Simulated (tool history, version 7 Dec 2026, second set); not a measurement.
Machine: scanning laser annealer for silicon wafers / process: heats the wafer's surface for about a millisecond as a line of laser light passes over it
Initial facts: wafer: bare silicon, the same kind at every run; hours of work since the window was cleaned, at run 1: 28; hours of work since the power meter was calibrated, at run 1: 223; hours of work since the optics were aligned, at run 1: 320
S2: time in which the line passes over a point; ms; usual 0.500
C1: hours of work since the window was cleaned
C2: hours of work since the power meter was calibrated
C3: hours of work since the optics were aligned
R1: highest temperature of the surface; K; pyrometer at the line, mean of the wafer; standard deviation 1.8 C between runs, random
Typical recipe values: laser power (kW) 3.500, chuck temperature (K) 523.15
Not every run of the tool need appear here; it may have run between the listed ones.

Run 1, hour 0.0: usual settings; C1 28; C2 223; C3 320. Result: R1 1322.15 K.
Run 2, hour 19.3: usual settings but S2 0.456 ms; C1 40; C2 234; C3 332. Result: R1 1289.15 K.
Run 3, hour 36.0: usual settings but S2 0.456 ms; C1 50; C2 245; C3 342. Result: R1 1293.15 K.
Run 4, hour 61.2: usual settings but S2 0.456 ms; C1 66; C2 260; C3 358. Result: R1 1288.15 K.
Run 5, hour 86.7: usual settings but S2 0.456 ms; C1 81; C2 276; C3 373. Result: R1 1285.15 K.
Run 6, hour 117.1: usual settings but S2 0.456 ms; C1 100; C2 295; C3 392. Result: R1 1286.15 K.
Run 7, hour 151.0: usual settings but S2 0.456 ms; C1 121; C2 315; C3 413. Result: R1 1284.15 K.
Run 8, hour 185.7: usual settings but laser power (kW) 3.249, S2 0.456 ms; C1 142; C2 337; C3 434. Result: R1 1211.15 K.
Run 9, hour 220.0: usual settings but laser power (kW) 3.249, S2 0.456 ms; C1 163; C2 358; C3 455. Result: R1 1217.15 K.
At hour 224.9: laser's power meter calibrated.
Run 10, hour 249.9: usual settings but laser power (kW) 3.249, S2 0.456 ms; C1 180; C2 15; C3 472. Result: R1 1215.15 K.
Run 11, hour 276.5: usual settings but laser power (kW) 3.249, S2 0.456 ms; C1 196; C2 32; C3 488. Result: R1 1212.15 K.
Run 12, hour 315.4: usual settings but laser power (kW) 3.748, S2 0.456 ms, chuck temperature (K) 539.15; C1 220; C2 56; C3 512. Result: R1 1362.15 K.
Run 13, hour 341.2: usual settings but laser power (kW) 3.545, S2 0.486 ms; C1 236; C2 71; C3 528. Result: R1 1310.15 K.
At hour 351.9: laser's power meter calibrated, once more.
Run 14, hour 362.0: usual settings but laser power (kW) 3.616, S2 0.368 ms, chuck temperature (K) 488.15; C1 247; C2 6; C3 539. Result: R1 1198.15 K.
Run 15, hour 385.3: usual settings but laser power (kW) 3.313, S2 0.435 ms, chuck temperature (K) 488.15; C1 261; C2 20; C3 553. Result: R1 1172.15 K.
Run 16, hour 407.7: usual settings but S2 0.405 ms, chuck temperature (K) 499.15; C1 275; C2 34; C3 567. Result: R1 1206.15 K.
Run 17, hour 438.3: usual settings but S2 0.405 ms, chuck temperature (K) 499.15; C1 294; C2 53; C3 586. Result: R1 1208.15 K.
Run 18, hour 477.5: usual settings but S2 0.433 ms, chuck temperature (K) 496.15; C1 318; C2 77; C3 610. Result: R1 1226.15 K.
Run 19, hour 505.5: usual settings but S2 0.433 ms, chuck temperature (K) 496.15; C1 335; C2 94; C3 627. Result: R1 1225.15 K.
Run 20, hour 537.4: usual settings but laser power (kW) 3.037, S2 0.356 ms, chuck temperature (K) 484.15; C1 354; C2 114; C3 646. Result: R1 1044.15 K.
Run 21, hour 576.8: usual settings but laser power (kW) 3.037, S2 0.356 ms, chuck temperature (K) 484.15; C1 379; C2 138; C3 671. Result: R1 1040.15 K.
Run 22, hour 593.1: usual settings but S2 0.441 ms; C1 389; C2 148; C3 681. Result: R1 1257.15 K.

What if the next run were any one of these 5? Each begins from the tool's condition after run 22:
Run A, hour 623.1: usual settings but laser power (kW) 3.063, S2 0.388 ms, chuck temperature (K) 502.15; C1 407; C2 167; C3 699. Result: R1 ?.
Run B, hour 623.1: usual settings but laser power (kW) 3.407, S2 0.535 ms, chuck temperature (K) 495.15; C1 407; C2 167; C3 699. Result: R1 ?.
Run C, hour 623.1: usual settings but laser power (kW) 3.091, S2 0.389 ms; C1 407; C2 167; C3 699. Result: R1 ?.
Run D, hour 623.1: usual settings but laser power (kW) 3.705; C1 407; C2 167; C3 699. Result: R1 ?.
Run E, hour 623.1: usual settings but laser power (kW) 3.559, S2 0.385 ms; C1 407; C2 167; C3 699. Result: R1 ?.

run       R1
  A  1084.15
  B  1270.15
  C  1114.15
  D  1358.15
  E  1224.15
With the hidden condition removed and each run's random variation left untouched, the same runs would have given:
run       R1
  A  1108.15
  B  1301.15
  C  1138.15
  D  1392.15
  E  1252.15
